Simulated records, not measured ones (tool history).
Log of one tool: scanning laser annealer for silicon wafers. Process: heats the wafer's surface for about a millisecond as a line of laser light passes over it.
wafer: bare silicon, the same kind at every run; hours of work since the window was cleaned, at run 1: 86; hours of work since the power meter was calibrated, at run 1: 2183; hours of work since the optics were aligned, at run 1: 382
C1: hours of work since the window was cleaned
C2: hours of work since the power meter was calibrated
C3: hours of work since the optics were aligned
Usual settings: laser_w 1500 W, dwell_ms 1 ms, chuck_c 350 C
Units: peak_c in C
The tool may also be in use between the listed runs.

run 1 day=0 | laser_w=1500 dwell_ms=1 chuck_c=350 | C1=86 C2=2183 C3=382 | peak_c=1147
run 2 day=3.404 | laser_w=1500 dwell_ms=1 chuck_c=350 | C1=147 C2=2243 C3=442 | peak_c=1147
run 3 day=5.192 | laser_w=1615 dwell_ms=1 chuck_c=350 | C1=178 C2=2275 C3=474 | peak_c=1204
run 4 day=9.058 | laser_w=1615 dwell_ms=0.95 chuck_c=350 | C1=247 C2=2343 C3=542 | peak_c=1176
run 5 day=11.875 | laser_w=1500 dwell_ms=1 chuck_c=350 | C1=296 C2=2393 C3=592 | peak_c=1139
run 6 day=14.112 | laser_w=1500 dwell_ms=1 chuck_c=350 | C1=336 C2=2433 C3=632 | peak_c=1138
run 7 day=16.796 | laser_w=1500 dwell_ms=1 chuck_c=350 | C1=383 C2=2480 C3=679 | peak_c=1133
run 8 day=20.433 | laser_w=1500 dwell_ms=1 chuck_c=350 | C1=448 C2=2545 C3=744 | peak_c=1136
-- day=22.067 window over the wafer cleaned
run 9 day=22.375 | laser_w=1464 dwell_ms=0.75 chuck_c=335 | C1=5 C2=2577 C3=777 | peak_c=992
run 10 day=25.183 | laser_w=1418 dwell_ms=1.11 chuck_c=340 | C1=55 C2=2627 C3=826 | peak_c=1141
run 11 day=27.042 | laser_w=1418 dwell_ms=1.11 chuck_c=340 | C1=88 C2=2660 C3=859 | peak_c=1138
run 12 day=28.75 | laser_w=1555 dwell_ms=0.91 chuck_c=389 | C1=118 C2=2690 C3=889 | peak_c=1166
run 13 day=30.775 | laser_w=1555 dwell_ms=0.91 chuck_c=389 | C1=154 C2=2726 C3=925 | peak_c=1162
run 14 day=32.638 | laser_w=1555 dwell_ms=0.91 chuck_c=389 | C1=187 C2=2759 C3=958 | peak_c=1162
run 15 day=35.033 | laser_w=1387 dwell_ms=1.08 chuck_c=310 | C1=229 C2=2801 C3=1000 | peak_c=1076

Hidden state or all else? Some run-to-run changes of peak_c, split into what the settings, what came in and random variation would give without the hidden state, and what is left for the hidden state (with any gauge scatter that isn't in both results):
The hidden state here: light that passes the window, % of a clean one's; laser's true power over the reading, %; width of the line over the set one, %; drift of the gauge itself on peak_c, C.
Run 8 -> 9: laser_w 1500 -> 1464, dwell_ms 1 -> 0.75, chuck_c 350 -> 335, window over the wafer cleaned. peak_c -144 C: hidden state +15, all else -159.
Run 9 -> 10: laser_w 1464 -> 1418, dwell_ms 0.75 -> 1.11, chuck_c 335 -> 340. peak_c +149 C: hidden state -4, all else +153.
